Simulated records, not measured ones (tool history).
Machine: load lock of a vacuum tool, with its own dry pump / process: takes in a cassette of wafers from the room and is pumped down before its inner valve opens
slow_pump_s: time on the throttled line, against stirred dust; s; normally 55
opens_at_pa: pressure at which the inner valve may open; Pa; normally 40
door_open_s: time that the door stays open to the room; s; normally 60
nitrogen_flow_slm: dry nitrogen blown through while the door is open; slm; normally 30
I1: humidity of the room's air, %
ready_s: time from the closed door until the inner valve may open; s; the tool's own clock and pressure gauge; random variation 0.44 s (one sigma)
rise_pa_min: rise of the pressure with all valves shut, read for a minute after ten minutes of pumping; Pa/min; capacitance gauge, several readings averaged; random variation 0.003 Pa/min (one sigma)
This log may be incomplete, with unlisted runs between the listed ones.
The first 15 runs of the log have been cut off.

Run 16, day 335.512: usual settings but opens_at_pa 41 Pa; I1 44.6. Result: ready_s 94.1 s, rise_pa_min 0.525 Pa/min.
Run 17, day 358.846: usual settings but opens_at_pa 41 Pa; I1 46.1. Result: ready_s 94.7 s, rise_pa_min 0.592 Pa/min.
Run 18, day 374.929: usual settings but opens_at_pa 41 Pa; I1 44.3. Result: ready_s 95.9 s, rise_pa_min 0.655 Pa/min.
At day 383.938: door's seal changed, seat wiped.
Run 19, day 390.958: usual settings but opens_at_pa 41 Pa; I1 39.7. Result: ready_s 95 s, rise_pa_min 0.022 Pa/min.
At day 407.854: dry pump taken out, an overhauled one fitted.
Run 20, day 411.483: usual settings but opens_at_pa 73 Pa, nitrogen_flow_slm 38 slm; I1 45.3. Result: ready_s 85.3 s, rise_pa_min 0.04 Pa/min.
Run 21, day 428.688: usual settings but slow_pump_s 101 s, opens_at_pa 53 Pa, door_open_s 209 s, nitrogen_flow_slm 5 slm; I1 44.6. Result: ready_s 123.5 s, rise_pa_min 0.094 Pa/min.
Run 22, day 445.483: usual settings but slow_pump_s 63 s, nitrogen_flow_slm 10 slm; I1 46. Result: ready_s 95.5 s, rise_pa_min 0.08 Pa/min.
Run 23, day 459.05: usual settings but slow_pump_s 47 s; I1 42.8. Result: ready_s 83.3 s, rise_pa_min 0.083 Pa/min.
Run 24, day 482.958: usual settings but slow_pump_s 104 s, opens_at_pa 60 Pa, door_open_s 159 s; I1 49. Result: ready_s 124.5 s, rise_pa_min 0.133 Pa/min.
Run 25, day 499.562: usual settings but slow_pump_s 104 s, opens_at_pa 60 Pa, door_open_s 159 s; I1 42. Result: ready_s 124.4 s, rise_pa_min 0.151 Pa/min.
Run 26, day 517.421: usual settings but opens_at_pa 29 Pa; I1 46.3. Result: ready_s 91.7 s, rise_pa_min 0.175 Pa/min.
Run 27, day 532.233: usual settings but slow_pump_s 37 s; I1 42.9. Result: ready_s 76.6 s, rise_pa_min 0.205 Pa/min.
Run 28, day 560.721: usual settings but slow_pump_s 37 s; I1 43.4. Result: ready_s 77.1 s, rise_pa_min 0.266 Pa/min.
Run 29, day 585.033: usual settings but slow_pump_s 37 s; I1 45.7. Result: ready_s 77.9 s, rise_pa_min 0.318 Pa/min.
Run 30, day 603.025: usual settings but slow_pump_s 37 s; I1 46.1. Result: ready_s 76.6 s, rise_pa_min 0.363 Pa/min.
Run 31, day 622.792: usual settings but slow_pump_s 37 s; I1 48.1. Result: ready_s 77.7 s, rise_pa_min 0.412 Pa/min.
Run 32, day 638.404: usual settings but slow_pump_s 47 s, opens_at_pa 70 Pa; I1 44.6. Result: ready_s 81.2 s, rise_pa_min 0.449 Pa/min.
Run 33, day 659.296: usual settings but slow_pump_s 30 s, opens_at_pa 62 Pa; I1 46.4. Result: ready_s 69.2 s, rise_pa_min 0.504 Pa/min.
Run 34, day 673.554: usual settings but slow_pump_s 65 s, opens_at_pa 62 Pa, nitrogen_flow_slm 4 slm; I1 42.5. Result: ready_s 96.5 s, rise_pa_min 0.556 Pa/min.
Run 35, day 691.617: usual settings but slow_pump_s 29 s, door_open_s 86 s; I1 43.4. Result: ready_s 71.7 s, rise_pa_min 0.617 Pa/min.
Run 36, day 717.188: usual settings but slow_pump_s 29 s, door_open_s 86 s; I1 46.5. Result: ready_s 72.6 s, rise_pa_min 0.707 Pa/min.
At day 721.267: door's seal changed, seat wiped.
Run 37, day 739.038: usual settings but slow_pump_s 31 s; I1 45. Result: ready_s 74.8 s, rise_pa_min 0.029 Pa/min.

Here are 4 independent what-if runs from the current tool condition. What would each one return?
Run A, day 754.021: usual settings but slow_pump_s 89 s, door_open_s 79 s; I1 46.3. Result: ready_s ?, rise_pa_min ?.
Run B, day 754.021: usual settings but slow_pump_s 31 s, opens_at_pa 38 Pa, door_open_s 151 s, nitrogen_flow_slm 39 slm; I1 44.5. Result: ready_s ?, rise_pa_min ?.
Run C, day 754.021: usual settings but slow_pump_s 34 s, nitrogen_flow_slm 42 slm; I1 44.4. Result: ready_s ?, rise_pa_min ?.
Run D, day 754.021: usual settings but opens_at_pa 70 Pa, door_open_s 30 s; I1 44.1. Result: ready_s ?, rise_pa_min ?.

run  ready_s  rise_pa_min
  A    117.5        0.047
  B     73.6         0.05
  C     76.2        0.035
  D     88.9         0.04
Without the tool's hidden state the same runs would have given:
run  ready_s  rise_pa_min
  A    114.7        0.024
  B     69.3        0.027
  C       72        0.012
  D     85.5        0.017
